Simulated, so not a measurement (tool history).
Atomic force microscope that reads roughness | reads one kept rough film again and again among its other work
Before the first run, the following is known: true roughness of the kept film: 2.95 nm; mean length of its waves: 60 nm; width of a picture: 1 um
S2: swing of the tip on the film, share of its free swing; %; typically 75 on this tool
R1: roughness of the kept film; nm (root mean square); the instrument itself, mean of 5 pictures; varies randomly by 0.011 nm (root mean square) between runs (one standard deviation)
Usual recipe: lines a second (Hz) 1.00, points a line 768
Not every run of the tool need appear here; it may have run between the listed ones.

Run 1, day 0.000: usual settings. Result: R1 2.520 nm (root mean square).
Run 2, day 1.800: usual settings but S2 80 %. Result: R1 2.437 nm (root mean square).
Run 3, day 2.746: usual settings. Result: R1 2.459 nm (root mean square).
At day 3.662: new tip fitted.
Run 4, day 4.396: usual settings. Result: R1 2.641 nm (root mean square).
Run 5, day 5.529: usual settings. Result: R1 2.621 nm (root mean square).
Run 6, day 6.521: usual settings. Result: R1 2.599 nm (root mean square).
Run 7, day 8.050: usual settings. Result: R1 2.567 nm (root mean square).
Run 8, day 9.296: usual settings but S2 57 %. Result: R1 2.647 nm (root mean square).
Run 9, day 11.067: usual settings but S2 57 %. Result: R1 2.630 nm (root mean square).
Run 10, day 12.504: usual settings but S2 57 %. Result: R1 2.592 nm (root mean square).
Run 11, day 13.838: usual settings but S2 57 %. Result: R1 2.550 nm (root mean square).
Run 12, day 15.338: usual settings but S2 57 %, points a line 1016. Result: R1 2.532 nm (root mean square).
At day 15.500: new tip fitted.
Run 13, day 16.600: usual settings but points a line 386. Result: R1 2.657 nm (root mean square).
Run 14, day 17.704: usual settings but points a line 386. Result: R1 2.619 nm (root mean square).
Run 15, day 18.688: usual settings but points a line 386. Result: R1 2.618 nm (root mean square).
Run 16, day 19.717: usual settings. Result: R1 2.568 nm (root mean square).
Run 17, day 20.646: usual settings but S2 62 %. Result: R1 2.667 nm (root mean square).
Run 18, day 21.550: usual settings but lines a second (Hz) 2.06. Result: R1 2.393 nm (root mean square).
Run 19, day 22.633: usual settings but lines a second (Hz) 2.06. Result: R1 2.357 nm (root mean square).
Run 20, day 24.042: usual settings. Result: R1 2.482 nm (root mean square).
Run 21, day 25.100: usual settings. Result: R1 2.482 nm (root mean square).
Run 22, day 26.900: usual settings. Result: R1 2.455 nm (root mean square).
At day 27.308: new tip fitted.
Run 23, day 27.700: usual settings but S2 85 %. Result: R1 2.571 nm (root mean square).
Run 24, day 29.038: usual settings but S2 85 %. Result: R1 2.530 nm (root mean square).
Run 25, day 30.800: usual settings but S2 85 %. Result: R1 2.512 nm (root mean square).
Run 26, day 31.700: usual settings but S2 85 %. Result: R1 2.480 nm (root mean square).
Run 27, day 32.758: usual settings but lines a second (Hz) 2.32, S2 66 %, points a line 314. Result: R1 2.501 nm (root mean square).
Run 28, day 34.258: usual settings but lines a second (Hz) 1.51, S2 65 %, points a line 677. Result: R1 2.557 nm (root mean square).
Run 29, day 35.967: usual settings but lines a second (Hz) 1.51, points a line 677. Result: R1 2.416 nm (root mean square).
Run 30, day 37.617: usual settings but lines a second (Hz) 2.16, S2 69 %, points a line 346. Result: R1 2.393 nm (root mean square).
Run 31, day 38.567: usual settings but lines a second (Hz) 0.91, S2 80 %. Result: R1 2.415 nm (root mean square).
At day 39.146: new tip fitted.
Run 32, day 39.762: usual settings but points a line 262. Result: R1 2.638 nm (root mean square).
Run 33, day 41.258: usual settings but S2 64 %, points a line 592. Result: R1 2.678 nm (root mean square).
Run 34, day 42.008: usual settings but S2 64 %, points a line 592. Result: R1 2.692 nm (root mean square).
Run 35, day 43.096: usual settings but S2 64 %, points a line 592. Result: R1 2.667 nm (root mean square).
Run 36, day 44.017: usual settings but lines a second (Hz) 3.45. Result: R1 2.247 nm (root mean square).
Run 37, day 44.792: usual settings but lines a second (Hz) 1.64, S2 64 %, points a line 1000. Result: R1 2.591 nm (root mean square).
Run 38, day 45.558: usual settings but lines a second (Hz) 3.28, points a line 612. Result: R1 2.223 nm (root mean square).
Run 39, day 47.012: usual settings but lines a second (Hz) 2.39, points a line 401. Result: R1 2.306 nm (root mean square).
Run 40, day 48.150: usual settings but lines a second (Hz) 2.39, points a line 401. Result: R1 2.284 nm (root mean square).
Run 41, day 49.667: usual settings but lines a second (Hz) 2.24, S2 67 %, points a line 303. Result: R1 2.382 nm (root mean square).
Run 42, day 50.529: usual settings but lines a second (Hz) 3.05, points a line 260. Result: R1 2.155 nm (root mean square).
At day 50.979: new tip fitted.
Run 43, day 51.417: usual settings but lines a second (Hz) 2.48, S2 61 %, points a line 293. Result: R1 2.667 nm (root mean square).
Run 44, day 52.792: usual settings but lines a second (Hz) 3.12, S2 61 %, points a line 293. Result: R1 2.572 nm (root mean square).
Run 45, day 53.904: usual settings but lines a second (Hz) 2.46, S2 61 %, points a line 723. Result: R1 2.603 nm (root mean square).
Run 46, day 55.492: usual settings but lines a second (Hz) 3.12, S2 84 %. Result: R1 2.090 nm (root mean square).
Run 47, day 56.396: usual settings but S2 87 %, points a line 558. Result: R1 2.445 nm (root mean square).
Run 48, day 57.550: usual settings but S2 87 %, points a line 558. Result: R1 2.421 nm (root mean square).

Each row is a separate what-if for the run after 48, all from the same tool condition, not one after another. Results?
Run A, day 59.325: usual settings but lines a second (Hz) 1.59, S2 89 %, points a line 274. Result: R1 ?.
Run B, day 59.325: usual settings but lines a second (Hz) 1.17, S2 72 %, points a line 846. Result: R1 ?.
Run C, day 59.325: usual settings but lines a second (Hz) 2.87, S2 79 %, points a line 524. Result: R1 ?.
Run D, day 59.325: usual settings but lines a second (Hz) 0.69, S2 62 %, points a line 558. Result: R1 ?.

run     R1
  A  2.219
  B  2.499
  C  2.157
  D  2.624
With the hidden condition removed and each run's random variation left untouched, the same runs would have given:
run     R1
  A  2.369
  B  2.667
  C  2.303
  D  2.801
